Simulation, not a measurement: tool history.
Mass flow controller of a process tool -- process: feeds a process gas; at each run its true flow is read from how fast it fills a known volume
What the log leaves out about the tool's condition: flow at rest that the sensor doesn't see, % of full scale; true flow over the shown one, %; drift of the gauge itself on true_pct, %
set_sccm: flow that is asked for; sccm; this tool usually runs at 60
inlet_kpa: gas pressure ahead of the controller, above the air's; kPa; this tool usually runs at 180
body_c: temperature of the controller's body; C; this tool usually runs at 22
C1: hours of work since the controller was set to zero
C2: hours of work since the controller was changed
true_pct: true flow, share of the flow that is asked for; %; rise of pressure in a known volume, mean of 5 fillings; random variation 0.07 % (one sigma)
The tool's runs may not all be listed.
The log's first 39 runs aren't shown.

run 40 hour=2620 | set_sccm=60 inlet_kpa=180 body_c=33 | C1=2269 C2=2269 | true_pct=98.66
run 41 hour=2715.9 | set_sccm=60 inlet_kpa=235 body_c=37 | C1=2343 C2=2343 | true_pct=98.58
run 42 hour=2805.7 | set_sccm=86 inlet_kpa=156 body_c=31 | C1=2413 C2=2413 | true_pct=98.87
run 43 hour=2869.9 | set_sccm=28 inlet_kpa=219 body_c=25 | C1=2463 C2=2463 | true_pct=97.43
run 44 hour=2952.7 | set_sccm=28 inlet_kpa=219 body_c=25 | C1=2527 C2=2527 | true_pct=97.49
run 45 hour=3027.6 | set_sccm=144 inlet_kpa=219 body_c=36 | C1=2585 C2=2585 | true_pct=100
run 46 hour=3125.1 | set_sccm=144 inlet_kpa=219 body_c=36 | C1=2660 C2=2660 | true_pct=100.01
run 47 hour=3208 | set_sccm=101 inlet_kpa=160 body_c=24 | C1=2724 C2=2724 | true_pct=98.57
run 48 hour=3261.4 | set_sccm=107 inlet_kpa=244 body_c=23 | C1=2766 C2=2766 | true_pct=98.49
run 49 hour=3330.2 | set_sccm=107 inlet_kpa=244 body_c=23 | C1=2819 C2=2819 | true_pct=98.33

What if the next run were any one of these 3? Each begins from the tool's condition after run 49:
run A hour=3413.1 | set_sccm=60 inlet_kpa=180 body_c=33 | C1=2883 C2=2883 | true_pct=?
run B hour=3413.1 | set_sccm=86 inlet_kpa=184 body_c=23 | C1=2883 C2=2883 | true_pct=?
run C hour=3413.1 | set_sccm=60 inlet_kpa=248 body_c=22 | C1=2883 C2=2883 | true_pct=?

run=A true_pct=98.58
run=B true_pct=98.33
run=C true_pct=97.5
With no hidden state in the tool, these same runs would have given:
run=A true_pct=98.59
run=B true_pct=98.34
run=C true_pct=97.52
